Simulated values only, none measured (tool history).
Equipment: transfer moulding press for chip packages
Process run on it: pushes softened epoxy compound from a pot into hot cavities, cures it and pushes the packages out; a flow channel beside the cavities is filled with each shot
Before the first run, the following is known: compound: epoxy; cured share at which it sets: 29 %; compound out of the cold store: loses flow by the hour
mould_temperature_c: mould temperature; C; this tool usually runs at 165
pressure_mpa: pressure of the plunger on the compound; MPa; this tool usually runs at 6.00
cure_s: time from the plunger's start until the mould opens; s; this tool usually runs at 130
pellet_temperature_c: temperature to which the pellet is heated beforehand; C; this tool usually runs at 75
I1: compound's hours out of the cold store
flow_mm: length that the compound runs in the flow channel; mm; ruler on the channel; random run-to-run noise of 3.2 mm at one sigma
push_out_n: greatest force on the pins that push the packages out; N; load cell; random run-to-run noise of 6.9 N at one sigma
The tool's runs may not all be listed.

{"run": 1, "day": 0.0, "mould_temperature_c": 165, "pressure_mpa": 6.0, "cure_s": 130, "pellet_temperature_c": 75, "I1": 17.8, "flow_mm": 729, "push_out_n": 354}
{"run": 2, "day": 2.242, "mould_temperature_c": 165, "pressure_mpa": 6.0, "cure_s": 130, "pellet_temperature_c": 75, "I1": 43.7, "flow_mm": 630, "push_out_n": 438}
{"day": 2.875, "done": "cavities cleaned with cleaning compound and waxed"}
{"run": 3, "day": 3.621, "mould_temperature_c": 165, "pressure_mpa": 6.0, "cure_s": 130, "pellet_temperature_c": 75, "I1": 45.2, "flow_mm": 622, "push_out_n": 330}
{"run": 4, "day": 5.125, "mould_temperature_c": 165, "pressure_mpa": 6.0, "cure_s": 130, "pellet_temperature_c": 75, "I1": 18.9, "flow_mm": 710, "push_out_n": 440}
{"day": 6.292, "done": "cavities cleaned with cleaning compound and waxed"}
{"run": 5, "day": 7.596, "mould_temperature_c": 165, "pressure_mpa": 6.0, "cure_s": 130, "pellet_temperature_c": 75, "I1": 44.2, "flow_mm": 617, "push_out_n": 376}
{"day": 8.396, "done": "plunger's sealing rings changed"}
{"run": 6, "day": 9.458, "mould_temperature_c": 165, "pressure_mpa": 6.0, "cure_s": 130, "pellet_temperature_c": 75, "I1": 31.8, "flow_mm": 694, "push_out_n": 447}
{"day": 9.842, "done": "cavities cleaned with cleaning compound and waxed"}
{"run": 7, "day": 11.046, "mould_temperature_c": 165, "pressure_mpa": 6.0, "cure_s": 168, "pellet_temperature_c": 75, "I1": 11.0, "flow_mm": 771, "push_out_n": 324}
{"day": 13.212, "done": "cavities cleaned with cleaning compound and waxed"}
{"run": 8, "day": 13.65, "mould_temperature_c": 165, "pressure_mpa": 6.0, "cure_s": 168, "pellet_temperature_c": 75, "I1": 31.6, "flow_mm": 687, "push_out_n": 274}
{"run": 9, "day": 15.692, "mould_temperature_c": 165, "pressure_mpa": 6.0, "cure_s": 130, "pellet_temperature_c": 75, "I1": 33.1, "flow_mm": 682, "push_out_n": 443}
{"day": 16.688, "done": "cavities cleaned with cleaning compound and waxed"}
{"run": 10, "day": 18.296, "mould_temperature_c": 165, "pressure_mpa": 6.0, "cure_s": 130, "pellet_temperature_c": 75, "I1": 25.6, "flow_mm": 706, "push_out_n": 402}
{"run": 11, "day": 19.75, "mould_temperature_c": 163, "pressure_mpa": 6.0, "cure_s": 130, "pellet_temperature_c": 75, "I1": 34.4, "flow_mm": 677, "push_out_n": 520}
{"day": 20.15, "done": "cavities cleaned with cleaning compound and waxed"}
{"run": 12, "day": 21.788, "mould_temperature_c": 163, "pressure_mpa": 6.0, "cure_s": 130, "pellet_temperature_c": 75, "I1": 29.5, "flow_mm": 693, "push_out_n": 468}
{"run": 13, "day": 23.154, "mould_temperature_c": 163, "pressure_mpa": 6.0, "cure_s": 130, "pellet_temperature_c": 75, "I1": 44.3, "flow_mm": 638, "push_out_n": 491}
{"day": 23.642, "done": "cavities cleaned with cleaning compound and waxed"}
{"run": 14, "day": 25.45, "mould_temperature_c": 165, "pressure_mpa": 6.0, "cure_s": 130, "pellet_temperature_c": 75, "I1": 29.2, "flow_mm": 677, "push_out_n": 405}
{"day": 27.075, "done": "cavities cleaned with cleaning compound and waxed"}
{"run": 15, "day": 27.129, "mould_temperature_c": 166, "pressure_mpa": 4.7, "cure_s": 130, "pellet_temperature_c": 75, "I1": 15.3, "flow_mm": 648, "push_out_n": 283}
{"run": 16, "day": 29.696, "mould_temperature_c": 166, "pressure_mpa": 4.7, "cure_s": 130, "pellet_temperature_c": 75, "I1": 43.6, "flow_mm": 556, "push_out_n": 425}
{"day": 30.6, "done": "cavities cleaned with cleaning compound and waxed"}
{"run": 17, "day": 31.775, "mould_temperature_c": 166, "pressure_mpa": 4.7, "cure_s": 130, "pellet_temperature_c": 75, "I1": 14.3, "flow_mm": 639, "push_out_n": 369}
{"run": 18, "day": 33.696, "mould_temperature_c": 165, "pressure_mpa": 6.0, "cure_s": 130, "pellet_temperature_c": 69, "I1": 24.5, "flow_mm": 688, "push_out_n": 458}
{"day": 34.058, "done": "cavities cleaned with cleaning compound and waxed"}
{"day": 34.312, "done": "mould's thermocouples calibrated"}
{"day": 34.417, "done": "plunger's sealing rings changed"}
{"run": 19, "day": 35.308, "mould_temperature_c": 170, "pressure_mpa": 4.87, "cure_s": 130, "pellet_temperature_c": 69, "I1": 17.2, "flow_mm": 667, "push_out_n": 311}
{"day": 37.617, "done": "cavities cleaned with cleaning compound and waxed"}
{"run": 20, "day": 37.75, "mould_temperature_c": 161, "pressure_mpa": 5.28, "cure_s": 122, "pellet_temperature_c": 77, "I1": 21.9, "flow_mm": 696, "push_out_n": 417}
{"run": 21, "day": 39.712, "mould_temperature_c": 161, "pressure_mpa": 5.28, "cure_s": 122, "pellet_temperature_c": 77, "I1": 40.5, "flow_mm": 626, "push_out_n": 552}
{"day": 41.121, "done": "cavities cleaned with cleaning compound and waxed"}
{"run": 22, "day": 41.833, "mould_temperature_c": 161, "pressure_mpa": 5.28, "cure_s": 122, "pellet_temperature_c": 69, "I1": 29.3, "flow_mm": 664, "push_out_n": 467}
{"run": 23, "day": 43.862, "mould_temperature_c": 161, "pressure_mpa": 5.28, "cure_s": 122, "pellet_temperature_c": 69, "I1": 40.3, "flow_mm": 622, "push_out_n": 595}
{"day": 44.5, "done": "cavities cleaned with cleaning compound and waxed"}
{"run": 24, "day": 46.35, "mould_temperature_c": 161, "pressure_mpa": 5.28, "cure_s": 122, "pellet_temperature_c": 69, "I1": 30.7, "flow_mm": 653, "push_out_n": 572}
{"day": 48.033, "done": "cavities cleaned with cleaning compound and waxed"}
{"run": 25, "day": 48.433, "mould_temperature_c": 168, "pressure_mpa": 5.06, "cure_s": 114, "pellet_temperature_c": 67, "I1": 35.7, "flow_mm": 607, "push_out_n": 328}
{"run": 26, "day": 49.575, "mould_temperature_c": 158, "pressure_mpa": 6.85, "cure_s": 130, "pellet_temperature_c": 75, "I1": 21.9, "flow_mm": 775, "push_out_n": 610}
{"run": 27, "day": 51.25, "mould_temperature_c": 163, "pressure_mpa": 6.7, "cure_s": 127, "pellet_temperature_c": 82, "I1": 36.6, "flow_mm": 703, "push_out_n": 491}

Here are 4 independent what-if runs from the current tool condition. What would each one return?
{"day": 51.438, "done": "cavities cleaned with cleaning compound and waxed"}
{"run": "A", "day": 52.8, "mould_temperature_c": 165, "pressure_mpa": 6.0, "cure_s": 130, "pellet_temperature_c": 78, "I1": 17.8, "flow_mm": "?", "push_out_n": "?"}
{"day": 51.438, "done": "cavities cleaned with cleaning compound and waxed"}
{"run": "B", "day": 52.8, "mould_temperature_c": 170, "pressure_mpa": 6.5, "cure_s": 157, "pellet_temperature_c": 82, "I1": 39.9, "flow_mm": "?", "push_out_n": "?"}
{"day": 51.438, "done": "cavities cleaned with cleaning compound and waxed"}
{"run": "C", "day": 52.8, "mould_temperature_c": 171, "pressure_mpa": 6.47, "cure_s": 112, "pellet_temperature_c": 75, "I1": 27.5, "flow_mm": "?", "push_out_n": "?"}
{"day": 51.438, "done": "cavities cleaned with cleaning compound and waxed"}
{"run": "D", "day": 52.8, "mould_temperature_c": 165, "pressure_mpa": 6.0, "cure_s": 130, "pellet_temperature_c": 74, "I1": 27.7, "flow_mm": "?", "push_out_n": "?"}

run=A flow_mm=723 push_out_n=395
run=B flow_mm=658 push_out_n=319
run=C flow_mm=703 push_out_n=353
run=D flow_mm=687 push_out_n=375
What these runs would have given with no unlogged condition in the tool:
run=A flow_mm=755 push_out_n=289
run=B flow_mm=688 push_out_n=235
run=C flow_mm=734 push_out_n=258
run=D flow_mm=718 push_out_n=273
